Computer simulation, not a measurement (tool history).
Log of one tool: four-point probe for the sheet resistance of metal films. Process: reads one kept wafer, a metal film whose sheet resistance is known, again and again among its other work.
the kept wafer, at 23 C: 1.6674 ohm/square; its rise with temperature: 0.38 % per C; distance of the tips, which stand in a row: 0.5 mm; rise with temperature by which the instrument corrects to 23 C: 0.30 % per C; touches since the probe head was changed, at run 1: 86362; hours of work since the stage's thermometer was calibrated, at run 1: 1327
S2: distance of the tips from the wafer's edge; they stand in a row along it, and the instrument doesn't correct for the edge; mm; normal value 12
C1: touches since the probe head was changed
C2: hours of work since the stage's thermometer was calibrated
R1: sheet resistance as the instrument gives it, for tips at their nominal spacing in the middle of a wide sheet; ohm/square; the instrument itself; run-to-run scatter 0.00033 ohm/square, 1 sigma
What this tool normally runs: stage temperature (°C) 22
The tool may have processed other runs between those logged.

run 1 day=0.000 | stage_temperature_(°C)=22 S2=12 | C1=86362 C2=1327 | R1=1.690471
run 2 day=3.742 | stage_temperature_(°C)=22 S2=12 | C1=89789 C2=1369 | R1=1.690758
run 3 day=6.346 | stage_temperature_(°C)=22 S2=12 | C1=92180 C2=1398 | R1=1.691373
run 4 day=8.808 | stage_temperature_(°C)=22 S2=12 | C1=94434 C2=1426 | R1=1.691512
run 5 day=11.604 | stage_temperature_(°C)=19 S2=12 | C1=96998 C2=1457 | R1=1.688266
run 6 day=15.408 | stage_temperature_(°C)=19 S2=12 | C1=100483 C2=1500 | R1=1.688135
-- day=15.788 stage's thermometer calibrated
run 7 day=18.275 | stage_temperature_(°C)=22 S2=12 | C1=103093 C2=28 | R1=1.693225
run 8 day=21.875 | stage_temperature_(°C)=22 S2=12 | C1=106390 C2=68 | R1=1.694125
run 9 day=23.983 | stage_temperature_(°C)=24 S2=15 | C1=108326 C2=92 | R1=1.696093
-- day=25.712 stage's thermometer calibrated, once more
run 10 day=26.338 | stage_temperature_(°C)=27 S2=13 | C1=110464 C2=7 | R1=1.697534
run 11 day=30.142 | stage_temperature_(°C)=33 S2=12 | C1=113950 C2=50 | R1=1.706552
run 12 day=32.196 | stage_temperature_(°C)=19 S2=3 | C1=115831 C2=73 | R1=1.712005

Estimate the outcome of run 13 from the log above:
run 13 day=33.979 | stage_temperature_(°C)=34 S2=8 | C1=117465 C2=93 | R1=?

Run 13 produced R1 1.709664 ohm/square.
Take away the tool's hidden state, keep the run-to-run variation as it was, and the same run would have given R1 1.684708 ohm/square.
